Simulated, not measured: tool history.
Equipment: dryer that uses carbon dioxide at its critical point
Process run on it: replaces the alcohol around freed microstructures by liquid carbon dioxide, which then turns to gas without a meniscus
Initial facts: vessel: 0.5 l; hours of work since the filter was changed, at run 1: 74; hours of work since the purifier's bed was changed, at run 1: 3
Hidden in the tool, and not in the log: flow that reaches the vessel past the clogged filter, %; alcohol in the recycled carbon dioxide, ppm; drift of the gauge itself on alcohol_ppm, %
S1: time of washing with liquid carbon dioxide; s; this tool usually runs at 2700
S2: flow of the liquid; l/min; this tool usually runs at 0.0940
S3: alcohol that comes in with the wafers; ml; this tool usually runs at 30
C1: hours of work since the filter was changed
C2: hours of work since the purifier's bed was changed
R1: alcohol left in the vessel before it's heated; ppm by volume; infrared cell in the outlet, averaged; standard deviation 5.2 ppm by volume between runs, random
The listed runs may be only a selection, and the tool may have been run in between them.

Run 1, day 0.000: usual settings; C1 74; C2 3. Result: R1 128 ppm by volume.
Run 2, day 0.517: usual settings; C1 82; C2 11. Result: R1 135 ppm by volume.
Run 3, day 1.229: usual settings but S1 3120 s; C1 92; C2 21. Result: R1 64 ppm by volume.
Run 4, day 1.821: usual settings but S1 3120 s; C1 101; C2 30. Result: R1 68 ppm by volume.
Run 5, day 2.550: usual settings but S1 3120 s; C1 111; C2 40. Result: R1 72 ppm by volume.
Run 6, day 3.208: usual settings but S3 31 ml; C1 121; C2 50. Result: R1 168 ppm by volume.
Run 7, day 3.921: usual settings; C1 131; C2 60. Result: R1 170 ppm by volume.
Run 8, day 4.488: usual settings but S2 0.0645 l/min; C1 140; C2 69. Result: R1 1021 ppm by volume.
Run 9, day 5.154: usual settings but S2 0.0645 l/min; C1 149; C2 78. Result: R1 1008 ppm by volume.
Run 10, day 5.662: usual settings but S2 0.0645 l/min; C1 157; C2 86. Result: R1 1084 ppm by volume.
Run 11, day 6.108: usual settings but S2 0.0645 l/min; C1 163; C2 92. Result: R1 1076 ppm by volume.
Run 12, day 6.617: usual settings but S2 0.0645 l/min; C1 170; C2 100. Result: R1 1102 ppm by volume.
Run 13, day 7.192: usual settings; C1 179; C2 108. Result: R1 199 ppm by volume.
Run 14, day 7.900: usual settings; C1 189; C2 118. Result: R1 204 ppm by volume.
Run 15, day 8.696: usual settings; C1 201; C2 130. Result: R1 230 ppm by volume.
Run 16, day 9.508: usual settings but S2 0.0741 l/min; C1 213; C2 142. Result: R1 682 ppm by volume.
Run 17, day 10.246: usual settings but S2 0.0741 l/min; C1 223; C2 152. Result: R1 700 ppm by volume.
Run 18, day 10.875: usual settings but S2 0.0741 l/min; C1 232; C2 162. Result: R1 694 ppm by volume.
Run 19, day 11.725: usual settings; C1 245; C2 174. Result: R1 266 ppm by volume.
Run 20, day 12.150: usual settings; C1 251; C2 180. Result: R1 274 ppm by volume.
Run 21, day 12.546: usual settings but S2 0.0646 l/min; C1 257; C2 186. Result: R1 1331 ppm by volume.
Run 22, day 12.892: usual settings but S2 0.0646 l/min; C1 262; C2 191. Result: R1 1331 ppm by volume.
Run 23, day 13.621: usual settings; C1 272; C2 202. Result: R1 309 ppm by volume.
Run 24, day 13.992: usual settings; C1 278; C2 207. Result: R1 304 ppm by volume.
Run 25, day 14.467: usual settings but S1 4260 s, S3 97 ml; C1 285; C2 214. Result: R1 104 ppm by volume.
Run 26, day 15.108: usual settings but S2 0.0918 l/min, S3 21 ml; C1 294; C2 223. Result: R1 261 ppm by volume.
Run 27, day 15.842: usual settings but S2 0.0918 l/min, S3 21 ml; C1 305; C2 234. Result: R1 281 ppm by volume.
Run 28, day 16.588: usual settings but S2 0.0918 l/min, S3 21 ml; C1 316; C2 245. Result: R1 281 ppm by volume.
Run 29, day 17.375: usual settings but S1 2580 s, S2 0.0726 l/min, S3 21 ml; C1 327; C2 256. Result: R1 854 ppm by volume.
Run 30, day 17.967: usual settings but S1 2580 s, S2 0.0726 l/min, S3 21 ml; C1 336; C2 265. Result: R1 869 ppm by volume.
Run 31, day 18.383: usual settings but S1 2160 s, S2 0.0624 l/min, S3 56 ml; C1 342; C2 271. Result: R1 6311 ppm by volume.
Run 32, day 18.871: usual settings but S1 2760 s, S2 0.1592 l/min, S3 92 ml; C1 349; C2 278. Result: R1 120 ppm by volume.
Run 33, day 19.379: usual settings but S1 3540 s, S2 0.0966 l/min, S3 49 ml; C1 356; C2 285. Result: R1 176 ppm by volume.
Run 34, day 20.071: usual settings but S2 0.0644 l/min, S3 59 ml; C1 366; C2 295. Result: R1 3029 ppm by volume.
Run 35, day 20.904: usual settings but S1 1620 s, S2 0.0617 l/min, S3 29 ml; C1 378; C2 308. Result: R1 7170 ppm by volume.
Run 36, day 21.729: usual settings but S1 1620 s, S2 0.0617 l/min, S3 29 ml; C1 391; C2 320. Result: R1 7522 ppm by volume.
At day 22.133: inlet filter changed.
Run 37, day 22.529: usual settings but S1 1620 s, S2 0.0617 l/min, S3 29 ml; C1 6; C2 331. Result: R1 4918 ppm by volume.
Run 38, day 23.358: usual settings but S1 1620 s, S2 0.0617 l/min, S3 29 ml; C1 18; C2 343. Result: R1 4942 ppm by volume.
Run 39, day 24.208: usual settings but S1 1620 s, S2 0.0946 l/min; C1 30; C2 355. Result: R1 1491 ppm by volume.
Run 40, day 25.042: usual settings but S1 1620 s, S2 0.0946 l/min; C1 42; C2 367. Result: R1 1480 ppm by volume.
Run 41, day 25.683: usual settings but S1 3900 s, S2 0.0930 l/min; C1 52; C2 377. Result: R1 136 ppm by volume.
Run 42, day 26.212: usual settings but S1 2280 s, S2 0.1309 l/min, S3 111 ml; C1 59; C2 384. Result: R1 279 ppm by volume.
Run 43, day 26.954: usual settings but S1 2280 s, S2 0.1309 l/min, S3 111 ml; C1 70; C2 395. Result: R1 287 ppm by volume.
Run 44, day 27.483: usual settings but S1 2280 s, S2 0.1309 l/min, S3 43 ml; C1 78; C2 403. Result: R1 203 ppm by volume.
Run 45, day 27.967: usual settings but S1 2280 s, S2 0.1309 l/min, S3 43 ml; C1 85; C2 410. Result: R1 200 ppm by volume.
Run 46, day 28.329: usual settings but S1 2880 s, S2 0.1309 l/min, S3 26 ml; C1 90; C2 415. Result: R1 148 ppm by volume.
Run 47, day 29.100: usual settings but S1 2880 s, S2 0.1309 l/min, S3 26 ml; C1 101; C2 426. Result: R1 156 ppm by volume.
Run 48, day 29.917: usual settings but S1 2880 s, S2 0.1309 l/min, S3 26 ml; C1 113; C2 438. Result: R1 167 ppm by volume.

Hidden condition of the tool, last listed run before each entry between runs versus first listed run after:
Logged between run 36 and run 37: inlet filter changed (day 22.133)
  flow that reaches the vessel past the clogged filter, %: 82.9 -> 99.8; alcohol in the recycled carbon dioxide, ppm: 115.5 -> 119.1
  measured value less the no-hidden-state value, R1: +2688 -> +144 ppm by volume

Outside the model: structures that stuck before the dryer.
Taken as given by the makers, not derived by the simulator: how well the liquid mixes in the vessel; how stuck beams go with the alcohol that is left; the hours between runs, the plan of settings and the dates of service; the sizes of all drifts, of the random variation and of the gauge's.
